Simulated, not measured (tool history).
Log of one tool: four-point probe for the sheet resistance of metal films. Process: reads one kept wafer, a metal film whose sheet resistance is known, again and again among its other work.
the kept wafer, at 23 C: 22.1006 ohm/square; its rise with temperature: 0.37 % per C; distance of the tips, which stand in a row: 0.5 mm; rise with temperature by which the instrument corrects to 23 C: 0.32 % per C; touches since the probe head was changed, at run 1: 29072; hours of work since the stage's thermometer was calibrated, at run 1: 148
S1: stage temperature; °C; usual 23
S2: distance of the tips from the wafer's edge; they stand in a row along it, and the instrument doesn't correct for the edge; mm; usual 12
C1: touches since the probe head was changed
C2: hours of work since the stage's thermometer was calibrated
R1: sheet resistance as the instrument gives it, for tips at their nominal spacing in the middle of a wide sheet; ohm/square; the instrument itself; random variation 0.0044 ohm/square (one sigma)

run   hour  S1  S2     C1   C2         R1
  1    0.0  23  12  29072  148  22.336594
  2   15.7  23  12  29430  155  22.335392
  3   30.3  23  12  29765  161  22.329981
  4   55.6  19  12  30342  172  22.295249
  5   76.7  19  12  30824  181  22.283752
  6   87.1  23  12  31060  185  22.334964
  7   98.7  22  12  31326  190  22.331046
  8  122.0  22  12  31856  200  22.330434
  9  146.3  23  11  32411  210  22.345633
 10  166.4  23  11  32869  219  22.356964
 11  189.2  25  52  33390  228  22.345203
 12  207.9  22  12  33816  236  22.343654
 13  219.3  21   8  34078  241  22.350312
 14  233.5  18   7  34401  247  22.331383
 15  246.2  19   6  34691  252  22.359166
 16  263.0  19   6  35073  260  22.370493
 17  277.4  29  45  35403  266  22.402462
 18  288.9  23   5  35666  271  22.456781
 19  304.3  28   3  36017  277  22.724524
 20  328.5  24  52  36569  287  22.346543

Measured less the same run without the tool's hidden state. The same run-to-run variation is in both; the gauge's scatter may not be:
The hidden state here: inner tips' distance over the nominal, %; tips' flats over new ones', %; wafer's true temperature over the reading, C; drift of the gauge itself on sheet_ohm, %.
run         R1
  1  +0.209774
  2  +0.210980
  3  +0.212021
  4  +0.213631
  5  +0.215064
  6  +0.216327
  7  +0.217223
  8  +0.219060
  9  +0.221016
 10  +0.222669
 11  +0.224328
 12  +0.225637
 13  +0.226536
 14  +0.227356
 15  +0.228603
 16  +0.229936
 17  +0.231627
 18  +0.232806
 19  +0.236636
 20  +0.234728
